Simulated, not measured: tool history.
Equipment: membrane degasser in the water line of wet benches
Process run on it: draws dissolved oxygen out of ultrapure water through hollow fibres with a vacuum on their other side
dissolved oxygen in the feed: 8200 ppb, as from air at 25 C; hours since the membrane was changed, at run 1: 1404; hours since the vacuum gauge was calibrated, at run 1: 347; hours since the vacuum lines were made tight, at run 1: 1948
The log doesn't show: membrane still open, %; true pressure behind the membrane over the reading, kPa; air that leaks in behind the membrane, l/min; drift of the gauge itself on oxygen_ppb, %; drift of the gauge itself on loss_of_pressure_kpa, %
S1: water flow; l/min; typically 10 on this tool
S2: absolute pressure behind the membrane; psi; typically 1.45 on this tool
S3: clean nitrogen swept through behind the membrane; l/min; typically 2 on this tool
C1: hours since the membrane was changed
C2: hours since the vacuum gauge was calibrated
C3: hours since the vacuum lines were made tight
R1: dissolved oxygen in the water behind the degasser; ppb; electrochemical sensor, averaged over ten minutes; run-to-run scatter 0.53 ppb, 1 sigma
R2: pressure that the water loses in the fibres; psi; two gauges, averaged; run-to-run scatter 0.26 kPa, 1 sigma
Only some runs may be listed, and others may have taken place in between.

{"run": 1, "hour": 0.0, "S1": 10, "S2": 1.45, "S3": 2, "C1": 1404, "C2": 347, "C3": 1948, "R1": 91.5, "R2": 10.227}
{"run": 2, "hour": 63.4, "S1": 10, "S2": 1.45, "S3": 2, "C1": 1467, "C2": 411, "C3": 2012, "R1": 89.9, "R2": 10.264}
{"run": 3, "hour": 185.6, "S1": 10, "S2": 1.45, "S3": 2, "C1": 1589, "C2": 533, "C3": 2134, "R1": 89.6, "R2": 10.198}
{"run": 4, "hour": 289.6, "S1": 10, "S2": 1.45, "S3": 2, "C1": 1693, "C2": 637, "C3": 2238, "R1": 91.5, "R2": 10.264}
{"run": 5, "hour": 412.6, "S1": 13, "S2": 1.45, "S3": 2, "C1": 1816, "C2": 760, "C3": 2361, "R1": 123.7, "R2": 13.394}
{"run": 6, "hour": 476.6, "S1": 13, "S2": 1.45, "S3": 2, "C1": 1880, "C2": 824, "C3": 2425, "R1": 124.3, "R2": 13.361}
{"run": 7, "hour": 561.0, "S1": 13, "S2": 1.45, "S3": 2, "C1": 1965, "C2": 909, "C3": 2509, "R1": 123.6, "R2": 13.322}
{"run": 8, "hour": 681.1, "S1": 13, "S2": 3.05, "S3": 2, "C1": 2085, "C2": 1029, "C3": 2629, "R1": 291.6, "R2": 13.352}
{"run": 9, "hour": 781.2, "S1": 13, "S2": 3.05, "S3": 2, "C1": 2185, "C2": 1129, "C3": 2729, "R1": 292.8, "R2": 13.412}
{"run": 10, "hour": 878.4, "S1": 15, "S2": 1.45, "S3": 2, "C1": 2282, "C2": 1226, "C3": 2827, "R1": 150.2, "R2": 15.494}
{"run": 11, "hour": 987.1, "S1": 9, "S2": 1.45, "S3": 2, "C1": 2391, "C2": 1335, "C3": 2935, "R1": 81.8, "R2": 9.253}
{"run": 12, "hour": 1050.3, "S1": 9, "S2": 1.45, "S3": 2, "C1": 2454, "C2": 1398, "C3": 2998, "R1": 81.5, "R2": 9.262}
{"run": 13, "hour": 1174.1, "S1": 10, "S2": 1.45, "S3": 2, "C1": 2578, "C2": 1522, "C3": 3122, "R1": 91.7, "R2": 10.325}
{"run": 14, "hour": 1281.5, "S1": 10, "S2": 1.45, "S3": 2, "C1": 2685, "C2": 1629, "C3": 3230, "R1": 93.3, "R2": 10.346}
{"run": 15, "hour": 1347.2, "S1": 10, "S2": 1.45, "S3": 2, "C1": 2751, "C2": 1695, "C3": 3295, "R1": 91.6, "R2": 10.302}
{"run": 16, "hour": 1483.8, "S1": 10, "S2": 1.45, "S3": 2, "C1": 2888, "C2": 1831, "C3": 3432, "R1": 92.3, "R2": 10.372}
{"run": 17, "hour": 1596.3, "S1": 7, "S2": 3.34, "S3": 2, "C1": 3000, "C2": 1944, "C3": 3544, "R1": 176.6, "R2": 7.216}
{"run": 18, "hour": 1738.8, "S1": 7, "S2": 3.02, "S3": 0.8, "C1": 3143, "C2": 2086, "C3": 3687, "R1": 374.6, "R2": 7.242}
{"run": 19, "hour": 1855.1, "S1": 12, "S2": 3.02, "S3": 2.98, "C1": 3259, "C2": 2203, "C3": 3803, "R1": 188.8, "R2": 12.478}
{"run": 20, "hour": 1984.3, "S1": 11, "S2": 2.13, "S3": 2, "C1": 3388, "C2": 2332, "C3": 3933, "R1": 167.7, "R2": 11.419}
{"run": 21, "hour": 2088.7, "S1": 11, "S2": 2.13, "S3": 2, "C1": 3493, "C2": 2436, "C3": 4037, "R1": 166.7, "R2": 11.43}
{"run": 22, "hour": 2222.2, "S1": 9, "S2": 1.73, "S3": 1.59, "C1": 3626, "C2": 2570, "C3": 4170, "R1": 128.6, "R2": 9.319}
{"run": 23, "hour": 2295.0, "S1": 6, "S2": 2.42, "S3": 2, "C1": 3699, "C2": 2642, "C3": 4243, "R1": 108.2, "R2": 6.331}
{"run": 24, "hour": 2406.1, "S1": 6, "S2": 1.28, "S3": 4.74, "C1": 3810, "C2": 2754, "C3": 4354, "R1": 20, "R2": 6.267}
{"run": 25, "hour": 2503.2, "S1": 11, "S2": 2.41, "S3": 0.99, "C1": 3907, "C2": 2851, "C3": 4451, "R1": 361, "R2": 11.423}
{"run": 26, "hour": 2579.5, "S1": 11, "S2": 2.97, "S3": 0.99, "C1": 3983, "C2": 2927, "C3": 4528, "R1": 456.1, "R2": 11.494}
{"run": 27, "hour": 2699.7, "S1": 10, "S2": 0.88, "S3": 1.46, "C1": 4104, "C2": 3047, "C3": 4648, "R1": 58.9, "R2": 10.412}

Expected results for the next run?
{"run": 28, "hour": 2768.8, "S1": 10, "S2": 2.36, "S3": 2, "C1": 4173, "C2": 3116, "C3": 4717, "R1": "?", "R2": "?"}

Logged for run 28: R1 172 ppb, R2 10.421 psi.
The same run, on a tool lacking any hidden state, would have yielded R1 162.6 ppb, R2 10.116 psi.
